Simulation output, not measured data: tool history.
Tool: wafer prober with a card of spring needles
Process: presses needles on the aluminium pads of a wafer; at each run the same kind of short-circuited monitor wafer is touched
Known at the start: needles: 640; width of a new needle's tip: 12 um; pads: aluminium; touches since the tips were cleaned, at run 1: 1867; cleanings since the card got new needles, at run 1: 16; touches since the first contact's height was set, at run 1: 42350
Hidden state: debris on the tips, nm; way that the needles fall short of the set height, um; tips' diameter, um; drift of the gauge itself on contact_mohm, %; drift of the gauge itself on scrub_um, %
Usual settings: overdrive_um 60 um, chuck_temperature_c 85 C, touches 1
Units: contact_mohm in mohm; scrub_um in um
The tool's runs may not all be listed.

run,day,overdrive_um,chuck_temperature_c,touches,touches since the tips were cleaned,cleanings since the card got new needles,touches since the first contact's height was set,contact_mohm,scrub_um
1,0.000,60,85,1,1867,16,42350,218.5,14.03
# day 0.058: tips cleaned on abrasive film
# day 0.329: tips cleaned on abrasive film
# day 0.596: tips cleaned on abrasive film
# day 0.867: tips cleaned on abrasive film
# day 1.083: tips cleaned on abrasive film
# day 1.354: tips cleaned on abrasive film
# day 1.625: tips cleaned on abrasive film
# day 1.892: tips cleaned on abrasive film
# day 2.121: tips cleaned on abrasive film
2,2.121,44,85,1,0,25,62711,221.6,10.23
# day 2.392: tips cleaned on abrasive film
# day 2.562: height of the first contact set anew
# day 2.675: tips cleaned on abrasive film
# day 2.942: tips cleaned on abrasive film
# day 3.212: tips cleaned on abrasive film
# day 3.483: tips cleaned on abrasive film
# day 3.754: tips cleaned on abrasive film
# day 4.021: tips cleaned on abrasive film
3,4.217,44,85,1,1914,32,15927,222.9,10.27
# day 4.275: tips cleaned on abrasive film
# day 4.546: tips cleaned on abrasive film
# day 4.817: tips cleaned on abrasive film
# day 5.083: tips cleaned on abrasive film
# day 5.354: tips cleaned on abrasive film
# day 5.612: tips cleaned on abrasive film
4,5.612,60,85,3,0,38,29315,219.6,14.00
# day 5.883: tips cleaned on abrasive film
# day 6.154: tips cleaned on abrasive film
# day 6.421: tips cleaned on abrasive film
# day 6.692: tips cleaned on abrasive film
# day 6.962: tips cleaned on abrasive film
# day 7.233: tips cleaned on abrasive film
# day 7.500: tips cleaned on abrasive film
5,7.638,60,85,3,1339,45,48819,220.4,14.00
# day 7.750: tips cleaned on abrasive film
# day 8.021: tips cleaned on abrasive film
# day 8.238: tips cleaned on abrasive film
# day 8.504: tips cleaned on abrasive film
# day 8.775: tips cleaned on abrasive film
# day 9.046: tips cleaned on abrasive film
# day 9.317: tips cleaned on abrasive film
# day 9.488: height of the first contact set anew
# day 9.596: tips cleaned on abrasive film
6,9.800,60,85,3,1975,53,3014,221.4,14.04
# day 9.858: tips cleaned on abrasive film
# day 10.125: tips cleaned on abrasive film
# day 10.396: tips cleaned on abrasive film
# day 10.667: tips cleaned on abrasive film
# day 10.938: tips cleaned on abrasive film
7,10.979,60,85,3,441,58,14355,220.9,14.06
# day 11.196: tips cleaned on abrasive film
# day 11.412: tips cleaned on abrasive film
# day 11.683: tips cleaned on abrasive film
# day 11.900: tips cleaned on abrasive film
# day 12.171: tips cleaned on abrasive film
# day 12.442: tips cleaned on abrasive film
# day 12.708: tips cleaned on abrasive film
# day 12.925: tips cleaned on abrasive film
8,13.008,60,118,3,790,66,33830,228.6,14.01
# day 13.171: tips cleaned on abrasive film
# day 13.442: tips cleaned on abrasive film
# day 13.712: tips cleaned on abrasive film
# day 13.979: tips cleaned on abrasive film
# day 14.250: tips cleaned on abrasive film
# day 14.521: tips cleaned on abrasive film
# day 14.792: tips cleaned on abrasive film
# day 15.029: tips cleaned on abrasive film
9,15.029,60,85,1,0,74,53258,222.2,14.01
# day 15.300: tips cleaned on abrasive film
# day 15.571: tips cleaned on abrasive film
# day 15.838: tips cleaned on abrasive film
# day 16.054: tips cleaned on abrasive film
# day 16.325: tips cleaned on abrasive film
# day 16.446: height of the first contact set anew
10,16.454,60,31,1,1151,79,114,209.6,14.02
# day 16.567: tips cleaned on abrasive film
# day 16.783: tips cleaned on abrasive film
# day 17.054: tips cleaned on abrasive film
# day 17.321: tips cleaned on abrasive film
# day 17.592: tips cleaned on abrasive film
# day 17.862: tips cleaned on abrasive film
11,18.058,60,31,1,1915,85,15522,209.2,14.02
# day 18.117: tips cleaned on abrasive film
# day 18.333: tips cleaned on abrasive film
# day 18.600: tips cleaned on abrasive film
# day 18.817: tips cleaned on abrasive film
# day 19.088: tips cleaned on abrasive film
# day 19.358: tips cleaned on abrasive film
12,19.450,60,38,1,923,91,28901,210.4,14.01
# day 19.617: tips cleaned on abrasive film
# day 19.883: tips cleaned on abrasive film
# day 20.154: tips cleaned on abrasive film
# day 20.425: tips cleaned on abrasive film
# day 20.696: tips cleaned on abrasive film
# day 20.962: tips cleaned on abrasive film
13,21.008,60,35,1,450,97,43882,210.0,14.01
# day 21.225: tips cleaned on abrasive film
# day 21.496: tips cleaned on abrasive film
# day 21.767: tips cleaned on abrasive film
# day 22.038: tips cleaned on abrasive film
# day 22.304: tips cleaned on abrasive film
14,22.321,63,96,1,128,102,56465,225.1,14.76
# day 22.538: tips cleaned on abrasive film
# day 22.804: tips cleaned on abrasive film
# day 23.075: tips cleaned on abrasive film
# day 23.346: tips cleaned on abrasive film
# day 23.412: height of the first contact set anew
# day 23.617: tips cleaned on abrasive film
15,23.617,60,117,1,0,107,1981,230.9,14.03
# day 23.888: tips cleaned on abrasive film
# day 24.158: tips cleaned on abrasive film
# day 24.425: tips cleaned on abrasive film
# day 24.696: tips cleaned on abrasive film
# day 24.967: tips cleaned on abrasive film
# day 25.183: tips cleaned on abrasive film
# day 25.454: tips cleaned on abrasive film
# day 25.721: tips cleaned on abrasive film
16,25.867,60,117,1,1407,115,23629,229.9,14.04
# day 25.979: tips cleaned on abrasive film
# day 26.246: tips cleaned on abrasive film
# day 26.517: tips cleaned on abrasive film
# day 26.783: gauge calibrated
# day 26.788: tips cleaned on abrasive film
17,26.925,60,117,1,1364,119,33817,226.9,14.02
# day 27.038: tips cleaned on abrasive film
# day 27.254: tips cleaned on abrasive film
# day 27.525: tips cleaned on abrasive film
# day 27.792: tips cleaned on abrasive film
# day 28.062: tips cleaned on abrasive film
# day 28.333: tips cleaned on abrasive film
# day 28.604: tips cleaned on abrasive film
# day 28.871: tips cleaned on abrasive film
# day 29.092: tips cleaned on abrasive film
18,29.092,60,108,1,0,128,54594,223.5,14.00
# day 29.358: tips cleaned on abrasive film
# day 29.629: tips cleaned on abrasive film
# day 29.900: tips cleaned on abrasive film
# day 30.167: tips cleaned on abrasive film
19,30.271,60,108,1,994,132,65952,224.1,14.00
# day 30.333: height of the first contact set anew
# day 30.446: tips cleaned on abrasive film
# day 30.717: tips cleaned on abrasive film
# day 30.983: tips cleaned on abrasive film
# day 31.200: tips cleaned on abrasive film
# day 31.471: tips cleaned on abrasive film
# day 31.742: tips cleaned on abrasive film
# day 32.004: tips cleaned on abrasive film
20,32.004,60,108,2,0,139,16030,225.3,13.98
# day 32.275: tips cleaned on abrasive film
# day 32.492: tips cleaned on abrasive film
# day 32.762: tips cleaned on abrasive film
# day 33.029: tips cleaned on abrasive film
# day 33.300: tips cleaned on abrasive film
# day 33.571: tips cleaned on abrasive film
# day 33.842: tips cleaned on abrasive film
# day 34.108: tips cleaned on abrasive film
# day 34.379: tips cleaned on abrasive film
21,34.429,46,69,2,476,148,39341,219.1,10.75
# day 34.646: tips cleaned on abrasive film
# day 34.862: tips cleaned on abrasive film
# day 35.133: tips cleaned on abrasive film
# day 35.400: tips cleaned on abrasive film
# day 35.662: tips cleaned on abrasive film
22,35.662,69,41,1,0,153,51191,209.2,16.08

4 ways to go on from here, each from the tool as it stands after run 22. What would each give?
# day 35.933: tips cleaned on abrasive film
# day 36.200: tips cleaned on abrasive film
# day 36.417: tips cleaned on abrasive film
# day 36.688: tips cleaned on abrasive film
# day 36.958: tips cleaned on abrasive film
# day 37.188: tips cleaned on abrasive film
A,37.188,72,85,1,0,159,65830,?,?
# day 35.933: tips cleaned on abrasive film
# day 36.200: tips cleaned on abrasive film
# day 36.417: tips cleaned on abrasive film
# day 36.688: tips cleaned on abrasive film
# day 36.958: tips cleaned on abrasive film
# day 37.188: tips cleaned on abrasive film
B,37.188,48,87,1,0,159,65830,?,?
# day 35.933: tips cleaned on abrasive film
# day 36.200: tips cleaned on abrasive film
# day 36.417: tips cleaned on abrasive film
# day 36.688: tips cleaned on abrasive film
# day 36.958: tips cleaned on abrasive film
# day 37.188: tips cleaned on abrasive film
C,37.188,42,41,1,0,159,65830,?,?
# day 35.933: tips cleaned on abrasive film
# day 36.200: tips cleaned on abrasive film
# day 36.417: tips cleaned on abrasive film
# day 36.688: tips cleaned on abrasive film
# day 36.958: tips cleaned on abrasive film
# day 37.188: tips cleaned on abrasive film
D,37.188,69,119,1,0,159,65830,?,?

run,contact_mohm,scrub_um
A,219.0,16.85
B,224.5,11.21
C,214.2,9.80
D,227.5,16.07
Without the tool's hidden state the same runs would have given:
run,contact_mohm,scrub_um
A,217.7,16.87
B,222.9,11.23
C,212.7,9.82
D,226.1,16.08

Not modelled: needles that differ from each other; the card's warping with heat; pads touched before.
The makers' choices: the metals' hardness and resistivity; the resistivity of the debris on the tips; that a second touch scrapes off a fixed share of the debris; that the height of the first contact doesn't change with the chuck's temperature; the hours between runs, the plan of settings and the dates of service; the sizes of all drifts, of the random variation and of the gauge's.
